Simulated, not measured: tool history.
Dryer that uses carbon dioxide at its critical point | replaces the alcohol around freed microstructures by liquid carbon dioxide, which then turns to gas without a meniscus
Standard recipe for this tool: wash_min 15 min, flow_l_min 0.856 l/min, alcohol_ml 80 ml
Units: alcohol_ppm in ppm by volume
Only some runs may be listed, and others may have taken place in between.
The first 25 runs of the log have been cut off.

| run | hour | wash_min | flow_l_min | alcohol_ml | hours of work since the filter was changed | hours of work since the purifier's bed was changed | alcohol_ppm |
|---|---|---|---|---|---|---|---|
| 26 | 487.6 | 12 | 0.712 | 80 | 268 | 884 | 2888 |
| 27 | 504.3 | 17 | 0.894 | 80 | 277 | 894 | 582 |
| 28 | 520.3 | 20 | 0.938 | 104 | 287 | 904 | 382 |
| 29 | 530.9 | 15 | 0.844 | 113 | 293 | 910 | 1318 |
| 30 | 556.7 | 23 | 0.567 | 28 | 308 | 925 | 459 |
| 31 | 569.4 | 18 | 0.567 | 28 | 315 | 932 | 779 |
| 32 | 592.1 | 18 | 0.567 | 28 | 329 | 945 | 801 |
| 33 | 617.4 | 19 | 0.567 | 40 | 343 | 960 | 942 |
|  | 625.2 | inlet filter changed |
| 34 | 635.3 | 19 | 0.567 | 40 | 6 | 970 | 640 |
| 35 | 657.5 | 19 | 0.815 | 40 | 19 | 983 | 324 |
| 36 | 669 | 19 | 0.815 | 40 | 25 | 989 | 334 |
| 37 | 682.1 | 23 | 0.856 | 80 | 33 | 997 | 280 |
| 38 | 702.1 | 23 | 0.856 | 80 | 45 | 1009 | 285 |
| 39 | 716.3 | 16 | 0.769 | 29 | 53 | 1017 | 452 |
| 40 | 731.2 | 19 | 0.856 | 80 | 62 | 1026 | 387 |
| 41 | 757 | 19 | 0.856 | 80 | 77 | 1041 | 395 |
| 42 | 778.7 | 19 | 0.856 | 80 | 89 | 1053 | 402 |
| 43 | 800.9 | 12 | 0.761 | 64 | 102 | 1066 | 1708 |
| 44 | 823.7 | 12 | 0.745 | 61 | 115 | 1079 | 1711 |
| 45 | 840.2 | 12 | 0.745 | 61 | 125 | 1089 | 1744 |
| 46 | 854.6 | 12 | 0.745 | 61 | 133 | 1097 | 1719 |

Each row is a separate what-if for the run after 46, all from the same tool condition, not one after another. Results?
| A | 877.3 | 12 | 0.621 | 44 | 147 | 1110 | ? |
| B | 877.3 | 12 | 0.745 | 60 | 147 | 1110 | ? |
| C | 877.3 | 18 | 0.791 | 61 | 147 | 1110 | ? |
| D | 877.3 | 19 | 0.553 | 80 | 147 | 1110 | ? |

| run | alcohol_ppm |
|---|---|
| A | 2013 |
| B | 1818 |
| C | 525 |
| D | 1361 |
Without the tool's hidden state the same runs would have given:
| run | alcohol_ppm |
|---|---|
| A | 1478 |
| B | 1263 |
| C | 188 |
| D | 866 |

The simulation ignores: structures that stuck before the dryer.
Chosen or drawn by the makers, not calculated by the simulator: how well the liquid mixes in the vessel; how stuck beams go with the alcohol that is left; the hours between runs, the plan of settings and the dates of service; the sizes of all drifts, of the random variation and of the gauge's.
